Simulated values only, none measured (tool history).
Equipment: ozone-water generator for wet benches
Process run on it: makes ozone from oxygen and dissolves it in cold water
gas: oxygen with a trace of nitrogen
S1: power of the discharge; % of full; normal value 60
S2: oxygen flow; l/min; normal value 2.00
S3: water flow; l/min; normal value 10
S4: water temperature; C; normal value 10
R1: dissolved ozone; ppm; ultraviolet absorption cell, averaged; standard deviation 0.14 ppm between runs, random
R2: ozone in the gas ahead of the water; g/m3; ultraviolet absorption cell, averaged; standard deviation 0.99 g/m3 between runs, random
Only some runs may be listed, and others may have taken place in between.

{"run": 1, "hour": 0.0, "S1": 60, "S2": 2.0, "S3": 10, "S4": 10, "R1": 16.3, "R2": 169.8}
{"run": 2, "hour": 74.4, "S1": 73, "S2": 2.0, "S3": 10, "S4": 10, "R1": 18.3, "R2": 188.7}
{"run": 3, "hour": 130.1, "S1": 73, "S2": 2.0, "S3": 10, "S4": 10, "R1": 18.2, "R2": 190.4}
{"run": 4, "hour": 172.0, "S1": 73, "S2": 2.0, "S3": 10, "S4": 10, "R1": 18.3, "R2": 189.2}
{"run": 5, "hour": 212.1, "S1": 73, "S2": 2.0, "S3": 10, "S4": 10, "R1": 18.3, "R2": 192.1}
{"run": 6, "hour": 285.1, "S1": 60, "S2": 2.0, "S3": 6, "S4": 10, "R1": 25.5, "R2": 171.1}
{"run": 7, "hour": 329.3, "S1": 60, "S2": 2.0, "S3": 6, "S4": 10, "R1": 26.1, "R2": 173.6}
{"run": 8, "hour": 366.7, "S1": 60, "S2": 2.0, "S3": 6, "S4": 10, "R1": 25.4, "R2": 172.2}
{"run": 9, "hour": 419.6, "S1": 60, "S2": 2.0, "S3": 11, "S4": 10, "R1": 14.7, "R2": 172.7}
{"run": 10, "hour": 465.6, "S1": 60, "S2": 2.52, "S3": 10, "S4": 10, "R1": 17.5, "R2": 158.2}
{"run": 11, "hour": 515.5, "S1": 56, "S2": 2.52, "S3": 10, "S4": 10, "R1": 16.8, "R2": 152.3}
{"run": 12, "hour": 583.1, "S1": 60, "S2": 2.0, "S3": 10, "S4": 10, "R1": 16.2, "R2": 173.9}
{"run": 13, "hour": 629.4, "S1": 60, "S2": 2.0, "S3": 10, "S4": 10, "R1": 16.2, "R2": 173.6}
{"run": 14, "hour": 694.9, "S1": 51, "S2": 2.0, "S3": 10, "S4": 10, "R1": 14.9, "R2": 158.6}
{"hour": 725.9, "done": "gauge calibrated"}
{"run": 15, "hour": 733.5, "S1": 51, "S2": 2.0, "S3": 10, "S4": 10, "R1": 14.8, "R2": 155.3}
{"run": 16, "hour": 793.9, "S1": 51, "S2": 2.0, "S3": 10, "S4": 10, "R1": 14.8, "R2": 155.3}
{"run": 17, "hour": 849.1, "S1": 87, "S2": 1.57, "S3": 9, "S4": 7, "R1": 21.4, "R2": 234.3}
{"run": 18, "hour": 925.0, "S1": 87, "S2": 1.57, "S3": 9, "S4": 7, "R1": 21.3, "R2": 230.8}
{"run": 19, "hour": 987.8, "S1": 60, "S2": 1.45, "S3": 14, "S4": 10, "R1": 10.0, "R2": 192.5}
{"run": 20, "hour": 1032.0, "S1": 61, "S2": 2.05, "S3": 9, "S4": 6, "R1": 19.0, "R2": 171.8}
{"run": 21, "hour": 1078.5, "S1": 71, "S2": 2.53, "S3": 9, "S4": 13, "R1": 20.3, "R2": 173.3}
{"run": 22, "hour": 1114.9, "S1": 74, "S2": 3.39, "S3": 12, "S4": 12, "R1": 16.8, "R2": 160.5}
{"run": 23, "hour": 1153.9, "S1": 60, "S2": 2.74, "S3": 14, "S4": 10, "R1": 12.5, "R2": 152.4}
{"run": 24, "hour": 1202.5, "S1": 61, "S2": 1.82, "S3": 7, "S4": 15, "R1": 20.9, "R2": 181.5}
{"run": 25, "hour": 1236.0, "S1": 60, "S2": 2.39, "S3": 13, "S4": 10, "R1": 13.1, "R2": 163.3}
{"run": 26, "hour": 1312.7, "S1": 44, "S2": 3.5, "S3": 13, "S4": 15, "R1": 11.4, "R2": 119.1}
{"run": 27, "hour": 1366.4, "S1": 56, "S2": 1.42, "S3": 13, "S4": 15, "R1": 10.0, "R2": 191.1}
{"run": 28, "hour": 1431.7, "S1": 56, "S2": 1.42, "S3": 13, "S4": 15, "R1": 10.1, "R2": 191.3}
{"run": 29, "hour": 1469.8, "S1": 65, "S2": 2.0, "S3": 7, "S4": 10, "R1": 23.9, "R2": 182.9}
{"run": 30, "hour": 1527.3, "S1": 63, "S2": 1.49, "S3": 6, "S4": 6, "R1": 25.6, "R2": 201.6}
{"run": 31, "hour": 1568.8, "S1": 63, "S2": 1.49, "S3": 6, "S4": 6, "R1": 25.9, "R2": 201.7}
{"run": 32, "hour": 1628.0, "S1": 60, "S2": 2.0, "S3": 13, "S4": 10, "R1": 12.2, "R2": 174.9}

5 ways to go on from here, each from the tool as it stands after run 32. What would each give?
{"run": "A", "hour": 1703.1, "S1": 41, "S2": 2.22, "S3": 9, "S4": 10, "R1": "?", "R2": "?"}
{"run": "B", "hour": 1703.1, "S1": 41, "S2": 2.0, "S3": 13, "S4": 16, "R1": "?", "R2": "?"}
{"run": "C", "hour": 1703.1, "S1": 98, "S2": 1.87, "S3": 13, "S4": 16, "R1": "?", "R2": "?"}
{"run": "D", "hour": 1703.1, "S1": 45, "S2": 2.0, "S3": 12, "S4": 9, "R1": "?", "R2": "?"}
{"run": "E", "hour": 1703.1, "S1": 89, "S2": 3.02, "S3": 7, "S4": 10, "R1": "?", "R2": "?"}

run=A R1=14.8 R2=137.6
run=B R1=9.3 R2=141.2
run=C R1=15.1 R2=241.1
run=D R1=11.4 R2=150.1
run=E R1=30.4 R2=188.3
Without the tool's unlogged condition, the same runs would have read:
run=A R1=14.8 R2=132.5
run=B R1=9.3 R2=135.9
run=C R1=15.1 R2=232.1
run=D R1=11.4 R2=144.5
run=E R1=30.4 R2=181.3

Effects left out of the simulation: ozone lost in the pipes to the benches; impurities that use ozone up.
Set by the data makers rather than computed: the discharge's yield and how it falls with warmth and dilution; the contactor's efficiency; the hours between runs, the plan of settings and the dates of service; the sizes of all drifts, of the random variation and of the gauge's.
